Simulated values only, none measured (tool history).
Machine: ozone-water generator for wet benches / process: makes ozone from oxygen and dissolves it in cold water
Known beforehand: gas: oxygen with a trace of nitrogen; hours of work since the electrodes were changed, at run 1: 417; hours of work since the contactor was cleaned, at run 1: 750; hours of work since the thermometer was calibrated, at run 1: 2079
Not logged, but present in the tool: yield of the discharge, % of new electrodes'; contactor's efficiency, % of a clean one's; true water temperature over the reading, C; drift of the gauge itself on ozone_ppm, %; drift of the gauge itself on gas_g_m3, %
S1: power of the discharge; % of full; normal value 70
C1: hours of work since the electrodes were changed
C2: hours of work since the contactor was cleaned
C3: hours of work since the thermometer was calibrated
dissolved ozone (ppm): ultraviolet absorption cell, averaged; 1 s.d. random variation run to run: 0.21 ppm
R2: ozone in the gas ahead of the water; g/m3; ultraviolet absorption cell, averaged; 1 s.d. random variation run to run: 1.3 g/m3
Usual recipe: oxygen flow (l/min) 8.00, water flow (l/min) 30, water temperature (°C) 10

{"run": 1, "hour": 0.0, "S1": 70, "oxygen flow (l/min)": 8.0, "water flow (l/min)": 30, "water temperature (°C)": 10, "C1": 417, "C2": 750, "C3": 2079, "dissolved ozone (ppm)": 30.2, "R2": 242.1}
{"run": 2, "hour": 58.8, "S1": 70, "oxygen flow (l/min)": 8.0, "water flow (l/min)": 30, "water temperature (°C)": 10, "C1": 472, "C2": 804, "C3": 2134, "dissolved ozone (ppm)": 29.9, "R2": 241.8}
{"run": 3, "hour": 121.5, "S1": 70, "oxygen flow (l/min)": 8.0, "water flow (l/min)": 30, "water temperature (°C)": 10, "C1": 530, "C2": 862, "C3": 2192, "dissolved ozone (ppm)": 30.1, "R2": 239.4}
{"run": 4, "hour": 231.9, "S1": 70, "oxygen flow (l/min)": 8.0, "water flow (l/min)": 30, "water temperature (°C)": 10, "C1": 632, "C2": 965, "C3": 2294, "dissolved ozone (ppm)": 29.7, "R2": 237.6}
{"run": 5, "hour": 349.1, "S1": 70, "oxygen flow (l/min)": 8.0, "water flow (l/min)": 30, "water temperature (°C)": 10, "C1": 741, "C2": 1074, "C3": 2403, "dissolved ozone (ppm)": 29.7, "R2": 236.7}
{"run": 6, "hour": 434.9, "S1": 70, "oxygen flow (l/min)": 8.0, "water flow (l/min)": 18, "water temperature (°C)": 10, "C1": 821, "C2": 1153, "C3": 2483, "dissolved ozone (ppm)": 45.0, "R2": 237.3}
{"run": 7, "hour": 510.7, "S1": 70, "oxygen flow (l/min)": 8.0, "water flow (l/min)": 30, "water temperature (°C)": 10, "C1": 891, "C2": 1224, "C3": 2553, "dissolved ozone (ppm)": 29.4, "R2": 237.3}
{"run": 8, "hour": 633.5, "S1": 70, "oxygen flow (l/min)": 8.0, "water flow (l/min)": 30, "water temperature (°C)": 10, "C1": 1005, "C2": 1338, "C3": 2667, "dissolved ozone (ppm)": 29.9, "R2": 235.7}
{"run": 9, "hour": 708.8, "S1": 70, "oxygen flow (l/min)": 8.0, "water flow (l/min)": 30, "water temperature (°C)": 10, "C1": 1075, "C2": 1408, "C3": 2737, "dissolved ozone (ppm)": 28.8, "R2": 237.6}
{"run": 10, "hour": 787.3, "S1": 70, "oxygen flow (l/min)": 8.0, "water flow (l/min)": 30, "water temperature (°C)": 10, "C1": 1148, "C2": 1481, "C3": 2810, "dissolved ozone (ppm)": 29.3, "R2": 235.3}
{"run": 11, "hour": 900.1, "S1": 70, "oxygen flow (l/min)": 8.0, "water flow (l/min)": 30, "water temperature (°C)": 10, "C1": 1253, "C2": 1585, "C3": 2915, "dissolved ozone (ppm)": 29.4, "R2": 234.1}
{"hour": 911.0, "done": "water thermometer calibrated"}
{"run": 12, "hour": 1033.2, "S1": 42, "oxygen flow (l/min)": 8.0, "water flow (l/min)": 35, "water temperature (°C)": 10, "C1": 1376, "C2": 1709, "C3": 114, "dissolved ozone (ppm)": 17.5, "R2": 163.8}
{"run": 13, "hour": 1118.2, "S1": 42, "oxygen flow (l/min)": 8.0, "water flow (l/min)": 19, "water temperature (°C)": 8, "C1": 1455, "C2": 1787, "C3": 192, "dissolved ozone (ppm)": 30.6, "R2": 161.8}
{"run": 14, "hour": 1234.3, "S1": 42, "oxygen flow (l/min)": 8.0, "water flow (l/min)": 19, "water temperature (°C)": 8, "C1": 1563, "C2": 1895, "C3": 300, "dissolved ozone (ppm)": 30.6, "R2": 161.8}
{"run": 15, "hour": 1293.2, "S1": 42, "oxygen flow (l/min)": 8.0, "water flow (l/min)": 19, "water temperature (°C)": 8, "C1": 1617, "C2": 1950, "C3": 355, "dissolved ozone (ppm)": 30.9, "R2": 163.2}
{"run": 16, "hour": 1401.3, "S1": 42, "oxygen flow (l/min)": 8.0, "water flow (l/min)": 19, "water temperature (°C)": 8, "C1": 1718, "C2": 2050, "C3": 455, "dissolved ozone (ppm)": 30.8, "R2": 163.2}
{"run": 17, "hour": 1516.4, "S1": 70, "oxygen flow (l/min)": 8.0, "water flow (l/min)": 30, "water temperature (°C)": 10, "C1": 1825, "C2": 2157, "C3": 562, "dissolved ozone (ppm)": 28.6, "R2": 230.8}
{"run": 18, "hour": 1619.6, "S1": 70, "oxygen flow (l/min)": 8.0, "water flow (l/min)": 30, "water temperature (°C)": 10, "C1": 1921, "C2": 2253, "C3": 658, "dissolved ozone (ppm)": 29.0, "R2": 231.5}
{"run": 19, "hour": 1739.2, "S1": 58, "oxygen flow (l/min)": 8.0, "water flow (l/min)": 30, "water temperature (°C)": 15, "C1": 2032, "C2": 2364, "C3": 769, "dissolved ozone (ppm)": 23.6, "R2": 201.7}
{"run": 20, "hour": 1869.1, "S1": 58, "oxygen flow (l/min)": 8.0, "water flow (l/min)": 30, "water temperature (°C)": 15, "C1": 2152, "C2": 2485, "C3": 890, "dissolved ozone (ppm)": 23.2, "R2": 202.2}
{"run": 21, "hour": 1975.2, "S1": 58, "oxygen flow (l/min)": 8.0, "water flow (l/min)": 30, "water temperature (°C)": 14, "C1": 2251, "C2": 2583, "C3": 988, "dissolved ozone (ppm)": 23.8, "R2": 202.5}
{"run": 22, "hour": 2098.1, "S1": 70, "oxygen flow (l/min)": 8.0, "water flow (l/min)": 30, "water temperature (°C)": 5, "C1": 2365, "C2": 2697, "C3": 1102, "dissolved ozone (ppm)": 30.1, "R2": 229.7}

Here are 4 independent what-if runs from the current tool condition. What would each one return?
{"run": "A", "hour": 2171.3, "S1": 70, "oxygen flow (l/min)": 6.81, "water flow (l/min)": 29, "water temperature (°C)": 5, "C1": 2433, "C2": 2765, "C3": 1170, "dissolved ozone (ppm)": "?", "R2": "?"}
{"run": "B", "hour": 2171.3, "S1": 49, "oxygen flow (l/min)": 8.0, "water flow (l/min)": 30, "water temperature (°C)": 9, "C1": 2433, "C2": 2765, "C3": 1170, "dissolved ozone (ppm)": "?", "R2": "?"}
{"run": "C", "hour": 2171.3, "S1": 41, "oxygen flow (l/min)": 8.0, "water flow (l/min)": 30, "water temperature (°C)": 17, "C1": 2433, "C2": 2765, "C3": 1170, "dissolved ozone (ppm)": "?", "R2": "?"}
{"run": "D", "hour": 2171.3, "S1": 70, "oxygen flow (l/min)": 9.78, "water flow (l/min)": 36, "water temperature (°C)": 13, "C1": 2433, "C2": 2765, "C3": 1170, "dissolved ozone (ppm)": "?", "R2": "?"}

run=A dissolved_ozone_(ppm)=30.1 R2=244.3
run=B dissolved_ozone_(ppm)=22.2 R2=177.7
run=C dissolved_ozone_(ppm)=17.9 R2=159.2
run=D dissolved_ozone_(ppm)=23.3 R2=209.0
Stripped of hidden state, with their random variation kept, the same runs would have yielded:
run=A dissolved_ozone_(ppm)=32.9 R2=260.8
run=B dissolved_ozone_(ppm)=23.9 R2=186.6
run=C dissolved_ozone_(ppm)=19.1 R2=165.7
run=D dissolved_ozone_(ppm)=25.6 R2=223.1
